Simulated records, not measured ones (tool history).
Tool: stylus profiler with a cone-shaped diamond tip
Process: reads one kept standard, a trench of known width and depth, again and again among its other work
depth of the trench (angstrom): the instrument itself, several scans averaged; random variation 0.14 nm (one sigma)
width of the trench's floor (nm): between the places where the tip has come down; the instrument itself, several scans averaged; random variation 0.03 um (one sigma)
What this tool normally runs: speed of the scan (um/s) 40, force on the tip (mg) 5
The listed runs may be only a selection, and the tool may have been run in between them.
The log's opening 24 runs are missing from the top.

run    hour  speed of the scan (um/s)  force on the tip (mg)  depth of the trench (angstrom)  width of the trench's floor (nm)
 25   747.8                        13                  13.27                          5169.6                             25400
 26   783.9                        13                   8.13                          5120.3                             25370
 27   825.1                        13                   8.13                          5120.4                             25320
 28   853.6                        48                   6.83                          5104.5                             25310
 29   885.3                        11                   4.58                          5078.5                             25380
 30   929.2                        11                   4.58                          5078.2                             25370
 31   957.3                        45                   5.03                          5082.8                             25260
 32   999.8                        45                   5.03                          5083.4                             25190
 33  1024.3                        45                   5.03                          5080.9                             25180
 34  1053.6                        52                   5.03                          5081.5                             25200
 35  1095.2                        72                      5                          5084.2                             25130
 36  1129.5                       143                   7.22                          5105.4                             25100
 37  1152.5                       148                   7.22                          5107.9                             25050
 38  1189.3                        63                      5                          5080.9                             25180
 39  1218.3                        63                      5                          5080.3                             25090
 40  1256.5                        58                   3.37                          5057.6                             25120

Branching from run 40: 5 alternative next runs. What would each branch give?
  A  1285.9                        57                   3.37                               ?                                 ?
  B  1285.9                       111                    3.6                               ?                                 ?
  C  1285.9                        16                   1.78                               ?                                 ?
  D  1285.9                        98                   5.94                               ?                                 ?
  E  1285.9                        81                   3.37                               ?                                 ?

run  depth of the trench (angstrom)  width of the trench's floor (nm)
  A                          5055.1                             25080
  B                          5061.5                             25080
  C                            5031                             25190
  D                          5093.8                             25030
  E                          5056.1                             25030
Stripped of hidden state, with their random variation kept, the same runs would have yielded:
run  depth of the trench (angstrom)  width of the trench's floor (nm)
  A                          5068.8                             25510
  B                          5075.2                             25510
  C                          5044.6                             25630
  D                          5107.5                             25460
  E                          5069.8                             25470
